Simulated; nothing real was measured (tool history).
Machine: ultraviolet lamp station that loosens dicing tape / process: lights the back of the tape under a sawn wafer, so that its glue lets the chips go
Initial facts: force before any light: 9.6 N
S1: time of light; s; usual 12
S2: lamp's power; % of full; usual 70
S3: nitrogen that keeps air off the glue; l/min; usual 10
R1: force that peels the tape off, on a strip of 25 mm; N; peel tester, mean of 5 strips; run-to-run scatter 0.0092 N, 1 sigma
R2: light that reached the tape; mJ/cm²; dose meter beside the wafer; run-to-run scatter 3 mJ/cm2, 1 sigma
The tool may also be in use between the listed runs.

Run 1, hour 0: usual settings. Result: R1 0.788 N, R2 320 mJ/cm².
Run 2, hour 33.8: usual settings. Result: R1 0.844 N, R2 314 mJ/cm².
Run 3, hour 101.7: usual settings but S2 73 % of full. Result: R1 0.814 N, R2 321 mJ/cm².
At hour 159.8: window cleaned of glue's vapour.
Run 4, hour 159.8: usual settings but S2 63 % of full. Result: R1 0.749 N, R2 331 mJ/cm².
Run 5, hour 211.4: usual settings but S3 3 l/min. Result: R1 1.244 N, R2 358 mJ/cm².
Run 6, hour 246.1: usual settings but S3 3 l/min. Result: R1 1.268 N, R2 360 mJ/cm².
Run 7, hour 304.2: usual settings but S3 3 l/min. Result: R1 1.279 N, R2 355 mJ/cm².
Run 8, hour 368.9: usual settings but S3 3 l/min. Result: R1 1.332 N, R2 355 mJ/cm².
Run 9, hour 406.5: usual settings but S3 3 l/min. Result: R1 1.372 N, R2 345 mJ/cm².
Run 10, hour 445.8: usual settings. Result: R1 0.699 N, R2 343 mJ/cm².
Run 11, hour 478.7: usual settings but S1 19 s. Result: R1 0.289 N, R2 542 mJ/cm².
Run 12, hour 547.8: usual settings but S3 5 l/min. Result: R1 1.053 N, R2 338 mJ/cm².
Run 13, hour 593.9: usual settings but S3 5 l/min. Result: R1 1.084 N, R2 333 mJ/cm².
Run 14, hour 657.2: usual settings but S3 5 l/min. Result: R1 1.097 N, R2 330 mJ/cm².
Run 15, hour 699.9: usual settings but S3 5 l/min. Result: R1 1.098 N, R2 329 mJ/cm².
Run 16, hour 754.5: usual settings but S3 5 l/min. Result: R1 1.171 N, R2 322 mJ/cm².
Run 17, hour 804.8: usual settings. Result: R1 0.815 N, R2 322 mJ/cm².
Run 18, hour 836.9: usual settings. Result: R1 0.802 N, R2 315 mJ/cm².
Run 19, hour 869.1: usual settings but S3 5 l/min. Result: R1 1.246 N, R2 318 mJ/cm².
Run 20, hour 931.7: usual settings but S3 5 l/min. Result: R1 1.286 N, R2 310 mJ/cm².
Run 21, hour 977.6: usual settings but S3 5 l/min. Result: R1 1.302 N, R2 312 mJ/cm².
Run 22, hour 1038.5: usual settings but S2 63 % of full. Result: R1 1.093 N, R2 278 mJ/cm².
Run 23, hour 1078.7: usual settings but S1 15 s, S2 98 % of full, S3 7 l/min. Result: R1 0.365 N, R2 525 mJ/cm².
Run 24, hour 1134.2: usual settings but S1 15 s, S2 98 % of full, S3 7 l/min. Result: R1 0.37 N, R2 518 mJ/cm².
At hour 1181.3: lamp changed.
Run 25, hour 1203.5: usual settings but S3 6 l/min. Result: R1 0.672 N, R2 402 mJ/cm².
Run 26, hour 1271.6: usual settings but S2 99 % of full, S3 13 l/min. Result: R1 0.249 N, R2 561 mJ/cm².
Run 27, hour 1325.3: usual settings but S2 99 % of full, S3 13 l/min. Result: R1 0.254 N, R2 557 mJ/cm².
Run 28, hour 1384.4: usual settings but S2 99 % of full, S3 13 l/min. Result: R1 0.268 N, R2 553 mJ/cm².
Run 29, hour 1433: usual settings but S1 9 s, S2 75 % of full, S3 16 l/min. Result: R1 0.712 N, R2 309 mJ/cm².
Run 30, hour 1498.3: usual settings but S1 7 s, S3 19 l/min. Result: R1 1.225 N, R2 220 mJ/cm².
Run 31, hour 1564.6: usual settings but S1 17 s, S2 65 % of full, S3 4 l/min. Result: R1 0.56 N, R2 488 mJ/cm².
Run 32, hour 1612.7: usual settings but S1 9 s, S2 89 % of full, S3 18 l/min. Result: R1 0.518 N, R2 351 mJ/cm².
Run 33, hour 1648.7: usual settings but S1 13 s, S2 68 % of full. Result: R1 0.547 N, R2 386 mJ/cm².
At hour 1674.6: window cleaned of glue's vapour.
Run 34, hour 1722: usual settings but S1 13 s, S2 68 % of full. Result: R1 0.401 N, R2 455 mJ/cm².
Run 35, hour 1763: usual settings but S1 7 s, S2 97 % of full, S3 4 l/min. Result: R1 1.137 N, R2 344 mJ/cm².
Run 36, hour 1823.6: usual settings but S1 7 s, S2 97 % of full, S3 4 l/min. Result: R1 1.18 N, R2 349 mJ/cm².
Run 37, hour 1888.8: usual settings but S1 8 s, S3 14 l/min. Result: R1 0.933 N, R2 279 mJ/cm².
Run 38, hour 1956.4: usual settings but S1 8 s, S3 14 l/min. Result: R1 0.9 N, R2 276 mJ/cm².
Run 39, hour 2027.9: usual settings but S1 10 s, S2 80 % of full, S3 5 l/min. Result: R1 0.824 N, R2 388 mJ/cm².
Run 40, hour 2095.7: usual settings but S1 9 s, S2 85 % of full, S3 4 l/min. Result: R1 1.011 N, R2 367 mJ/cm².
Run 41, hour 2157.8: usual settings but S1 9 s, S2 85 % of full, S3 4 l/min. Result: R1 1.048 N, R2 364 mJ/cm².
Run 42, hour 2212.4: usual settings but S1 10 s, S2 94 % of full, S3 5 l/min. Result: R1 0.632 N, R2 438 mJ/cm².
Run 43, hour 2265.4: usual settings but S1 10 s, S2 94 % of full, S3 5 l/min. Result: R1 0.625 N, R2 438 mJ/cm².
Run 44, hour 2296.1: usual settings but S2 61 % of full, S3 9 l/min. Result: R1 0.766 N, R2 337 mJ/cm².

3 ways to go on from here, each from the tool as it stands after run 44. What would each give?
Run A, hour 2327.9: usual settings but S2 61 % of full, S3 9 l/min. Result: R1 ?, R2 ?.
Run B, hour 2327.9: usual settings but S2 90 % of full, S3 6 l/min. Result: R1 ?, R2 ?.
Run C, hour 2327.9: usual settings but S1 18 s, S3 15 l/min. Result: R1 ?, R2 ?.

run     R1   R2
  A   0.79  337
  B  0.438  501
  C  0.228  574
Had the tool no hidden state, the same runs would have come out as:
run     R1   R2
  A  0.543  402
  B  0.313  598
  C  0.201  686
